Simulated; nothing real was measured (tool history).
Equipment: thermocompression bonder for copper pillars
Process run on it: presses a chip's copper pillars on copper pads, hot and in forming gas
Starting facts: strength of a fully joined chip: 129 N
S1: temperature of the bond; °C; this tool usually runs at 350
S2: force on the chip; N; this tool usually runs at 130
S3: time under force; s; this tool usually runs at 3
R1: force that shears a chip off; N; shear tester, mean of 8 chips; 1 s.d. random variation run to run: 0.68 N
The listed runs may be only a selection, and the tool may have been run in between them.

run	hour	S1	S2	S3	R1
1	0	350	130	3	60
2	42.3	350	130	3	58.6
3	85.3	350	130	3	58.3
4	134	350	130	3	57.3
# hour 149: forming gas filter changed
5	167.1	350	130	3	63.9
6	209.7	350	130	3	61.8
7	237.4	350	130	3	60.9
8	269.5	350	130	3	61.3
9	316.1	350	130	3	60.8
10	351.1	350	130	3	60.9
11	379.9	350	130	3	60.1
12	423.8	350	130	3	59.2
13	469.9	350	130	3	56.9
# hour 509.5: forming gas filter changed
14	517.9	350	130	3	64.2
15	546.3	350	130	3	62.3
16	591.4	350	130	3	61.7
17	633.9	350	102	3	50.1
18	658.8	350	102	3	50.1
19	684.5	350	102	3	49.4
# hour 702.3: heater calibrated with a thermocouple chip
20	730.4	350	102	3	52.5
21	761.6	330	84	3	35.5
22	800.2	330	84	3	34.4
23	844.4	368	130	4	75.7

Expected results for the next run?
# hour 872.8: forming gas filter changed
24	875.7	368	130	4	?

R1: 84.8 N
With no hidden state in the tool, this same run would have given R1 82.5 N.
